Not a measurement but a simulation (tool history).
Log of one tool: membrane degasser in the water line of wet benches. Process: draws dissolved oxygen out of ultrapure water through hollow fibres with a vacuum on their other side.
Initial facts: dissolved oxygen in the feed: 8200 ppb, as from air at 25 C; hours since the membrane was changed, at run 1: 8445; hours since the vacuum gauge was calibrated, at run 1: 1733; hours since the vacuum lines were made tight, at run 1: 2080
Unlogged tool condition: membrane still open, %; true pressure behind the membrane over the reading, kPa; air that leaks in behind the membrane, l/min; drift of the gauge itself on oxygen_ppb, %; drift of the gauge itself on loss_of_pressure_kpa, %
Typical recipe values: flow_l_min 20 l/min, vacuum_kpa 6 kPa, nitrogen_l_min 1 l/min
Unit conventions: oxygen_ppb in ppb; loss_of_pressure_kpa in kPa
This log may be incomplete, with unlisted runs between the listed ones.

run	hour	flow_l_min	vacuum_kpa	nitrogen_l_min	hours since the membrane was changed	hours since the vacuum gauge was calibrated	hours since the vacuum lines were made tight	oxygen_ppb	loss_of_pressure_kpa
1	0	20	6	1	8445	1733	2080	171.4	39.81
2	188.4	20	6	1	8634	1921	2268	170.1	39.54
3	373.8	20	6	1	8819	2107	2454	167.8	39.41
4	570.6	20	6	1	9016	2303	2650	171.7	39.42
5	779.6	20	6	0.7	9225	2512	2859	214.7	39.68
6	1052.7	20	6	0.7	9498	2785	3132	214.9	39.71
7	1199.3	20	3.81	1	9645	2932	3279	77.3	39.35
8	1458	20	3.81	1	9903	3191	3538	77.2	40.02
9	1643.4	20	3.81	1	10089	3376	3723	79.3	39.96
10	1915.3	20	3.81	1	10360	3648	3995	79.8	39.87
11	2081.5	20	3.81	1	10527	3814	4161	77.5	39.92
12	2306.7	20	3.81	1	10752	4039	4386	79.3	40.23
13	2567.2	20	6	1	11012	4300	4647	174.8	39.85
14	2743.4	20	6	1	11189	4476	4823	175.3	39.76
15	2995.4	20	6	1	11441	4728	5075	174.6	39.92
# hour 3219.7: vacuum gauge calibrated
16	3219.7	14	11.76	2.59	11664	0	5299	138.3	27.86
17	3483.5	13	11.17	1.62	11928	264	5563	174.5	26
18	3683.9	13	11.17	1.62	12129	464	5763	171.8	25.87
19	3899.1	20	6.5	1	12344	679	5978	189.3	40.37
20	4118.1	27	6.5	0.45	12563	898	6197	431.9	54.19
21	4340.8	14	6	1	12786	1121	6420	113.8	27.88
22	4548.4	13	6	1	12993	1329	6628	105.1	26.11
23	4777.8	20	6	0.76	13223	1558	6857	206.4	40.07
24	5035.7	28	6	1	13480	1816	7115	252.5	56.23
25	5192.7	26	10.3	0.8	13637	1973	7272	538.4	51.9
26	5395.6	26	12.93	0.8	13840	2176	7475	689.9	52.38
27	5514.2	18	12.31	1.53	13959	2294	7593	287.8	36.2
28	5738.8	18	12.31	1.53	14184	2519	7818	284	36.06
29	5895	30	6	1	14340	2675	7974	279	60.35

Below are 4 alternative next runs, each starting from the tool's condition after run 29. Predict each:
A	6165.4	13	4.32	0.76	14610	2946	8245	?	?
B	6165.4	13	10.26	1	14610	2946	8245	?	?
C	6165.4	30	7.53	1.49	14610	2946	8245	?	?
D	6165.4	19	6.21	0.46	14610	2946	8245	?	?

run	oxygen_ppb	loss_of_pressure_kpa
A	69	25.85
B	234.8	26.31
C	294.8	60.87
D	294.1	38.32
Stripped of hidden state, with their random variation kept, the same runs would have yielded:
run	oxygen_ppb	loss_of_pressure_kpa
A	60.4	24.51
B	224.7	24.97
C	270.7	57.77
D	278.8	36.35
